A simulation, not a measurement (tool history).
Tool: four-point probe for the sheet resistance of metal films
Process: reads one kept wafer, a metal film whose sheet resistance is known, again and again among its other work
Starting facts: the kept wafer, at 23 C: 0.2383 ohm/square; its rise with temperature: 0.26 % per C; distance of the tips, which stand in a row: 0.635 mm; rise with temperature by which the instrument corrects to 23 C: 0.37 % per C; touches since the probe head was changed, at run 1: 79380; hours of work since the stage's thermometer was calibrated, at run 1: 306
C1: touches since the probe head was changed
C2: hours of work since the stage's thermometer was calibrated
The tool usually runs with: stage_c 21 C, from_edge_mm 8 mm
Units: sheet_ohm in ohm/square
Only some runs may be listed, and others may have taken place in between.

run 1 hour=0 | stage_c=21 from_edge_mm=8 | C1=79380 C2=306 | sheet_ohm=0.239618
run 2 hour=13.3 | stage_c=21 from_edge_mm=6 | C1=79961 C2=316 | sheet_ohm=0.24024
run 3 hour=25.9 | stage_c=21 from_edge_mm=8 | C1=80513 C2=326 | sheet_ohm=0.239621
run 4 hour=38.7 | stage_c=21 from_edge_mm=8 | C1=81072 C2=335 | sheet_ohm=0.239646
run 5 hour=46.5 | stage_c=21 from_edge_mm=16 | C1=81414 C2=341 | sheet_ohm=0.239108
run 6 hour=58.3 | stage_c=21 from_edge_mm=16 | C1=81930 C2=349 | sheet_ohm=0.239021
run 7 hour=73.8 | stage_c=21 from_edge_mm=16 | C1=82607 C2=361 | sheet_ohm=0.239083
run 8 hour=84.3 | stage_c=21 from_edge_mm=32 | C1=83070 C2=369 | sheet_ohm=0.238922
run 9 hour=99.6 | stage_c=21 from_edge_mm=32 | C1=83738 C2=380 | sheet_ohm=0.238887
run 10 hour=111.5 | stage_c=21 from_edge_mm=14 | C1=84259 C2=389 | sheet_ohm=0.239089
run 11 hour=124.2 | stage_c=21 from_edge_mm=14 | C1=84815 C2=398 | sheet_ohm=0.23913

Run 12 has not been measured yet. What should we expect?
run 12 hour=137.8 | stage_c=26 from_edge_mm=36 | C1=85409 C2=408 | sheet_ohm=?

{"run 12": {"sheet_ohm": 0.237455}}
The same run, on a tool lacking any hidden state, would have yielded sheet_ohm 0.237482 ohm/square.
